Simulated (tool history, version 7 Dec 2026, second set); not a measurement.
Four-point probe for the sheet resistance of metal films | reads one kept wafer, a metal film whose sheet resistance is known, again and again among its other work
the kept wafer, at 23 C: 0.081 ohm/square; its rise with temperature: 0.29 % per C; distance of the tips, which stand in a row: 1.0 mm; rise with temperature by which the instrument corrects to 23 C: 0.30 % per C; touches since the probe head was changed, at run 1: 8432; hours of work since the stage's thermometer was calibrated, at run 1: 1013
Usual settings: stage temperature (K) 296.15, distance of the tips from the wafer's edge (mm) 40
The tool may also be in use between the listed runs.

run   hour  stage temperature (K)  distance of the tips from the wafer's edge (mm)  touches since the probe head was changed  hours of work since the stage's thermometer was calibrated  sheet resistance as the instrument gives it (ohm/square)
  1      0                 296.15                                               40                                      8432                                                        1013                                                   0.08076
  2   12.2                 296.15                                               18                                      8763                                                        1020                                                  0.080842
  3   19.5                 296.15                                               18                                      8960                                                        1024                                                  0.080861
  4   31.1                 299.15                                               40                                      9270                                                        1031                                                  0.080733
  5   41.8                 296.15                                               47                                      9561                                                        1037                                                  0.080716
  6   57.3                 296.15                                               47                                      9978                                                        1046                                                  0.080748
  7   70.2                 296.15                                               40                                     10326                                                        1053                                                  0.080769
  8   77.1                 296.15                                               40                                     10513                                                        1057                                                  0.080729
  9   87.9                 296.15                                               40                                     10805                                                        1063                                                  0.080747
 10  102.1                 296.15                                               40                                     11188                                                        1071                                                  0.080768
 11  115.6                 296.15                                               40                                     11551                                                        1079                                                  0.080757
 12  125.2                 296.15                                               40                                     11810                                                        1084                                                  0.080749
 13  132.2                 296.15                                               40                                     11999                                                        1088                                                  0.080748
 14  141.8                 296.15                                               40                                     12259                                                        1094                                                  0.080756
 15  151.5                 296.15                                               40                                     12519                                                        1099                                                  0.080745
 16  160.8                 296.15                                               40                                     12772                                                        1105                                                  0.080777
 17  176.5                 296.15                                               40                                     13194                                                        1113                                                  0.080749
 18  189.4                 296.15                                               40                                     13542                                                        1121                                                  0.080753
 19  200.2                 296.15                                               40                                     13835                                                        1127                                                  0.080784
 20  211.6                 299.15                                                3                                     14142                                                        1133                                                  0.085261
 21  223.2                 301.15                                                9                                     14455                                                        1140                                                  0.081224
 22  234.5                 296.15                                               55                                     14759                                                        1146                                                  0.080755
 23  246.8                 296.15                                               55                                     15092                                                        1153                                                  0.080771
 24  261.5                 292.15                                               24                                     15487                                                        1162                                                  0.080834
 25  275.8                 292.15                                               24                                     15873                                                        1170                                                  0.080829
 26  291.9                 302.15                                               46                                     16308                                                        1179                                                  0.080712
 27  308.4                 292.15                                               23                                     16753                                                        1188                                                  0.080826
 28  322.8                 292.15                                               23                                     17142                                                        1197                                                  0.080828
 29  335.4                 292.15                                               23                                     17483                                                        1204                                                  0.080873
 30    347                 292.15                                               23                                     17796                                                        1210                                                  0.080829
 31  355.7                 292.15                                               23                                     18029                                                        1215                                                  0.080829
 32  368.4                 296.15                                               26                                     18372                                                        1223                                                  0.080806
 33  382.5                 292.15                                               36                                     18754                                                        1231                                                  0.080784
 34    397                 293.15                                               23                                     19143                                                        1239                                                  0.080862
 35  406.6                 293.15                                               23                                     19403                                                        1244                                                  0.080839
 36  414.9                 293.15                                               23                                     19627                                                        1249                                                  0.080837
 37  422.3                 293.15                                               23                                     19825                                                        1253                                                  0.080833
 38  430.4                 293.15                                               23                                     20046                                                        1258                                                   0.08083

5 ways to go on from here, each from the tool as it stands after run 38. What would each give?
  A  442.8                 292.15                                                5                                     20379                                                        1265                                                         ?
  B  442.8                 300.15                                               20                                     20379                                                        1265                                                         ?
  C  442.8                 298.15                                                8                                     20379                                                        1265                                                         ?
  D  442.8                 302.15                                               23                                     20379                                                        1265                                                         ?
  E  442.8                 301.15                                               13                                     20379                                                        1265                                                         ?

run  sheet resistance as the instrument gives it (ohm/square)
  A                                                  0.082451
  B                                                  0.080837
  C                                                  0.081411
  D                                                  0.080812
  E                                                  0.080971
Without the tool's hidden state the same runs would have given:
run  sheet resistance as the instrument gives it (ohm/square)
  A                                                  0.082726
  B                                                  0.081105
  C                                                  0.081682
  D                                                   0.08108
  E                                                   0.08124
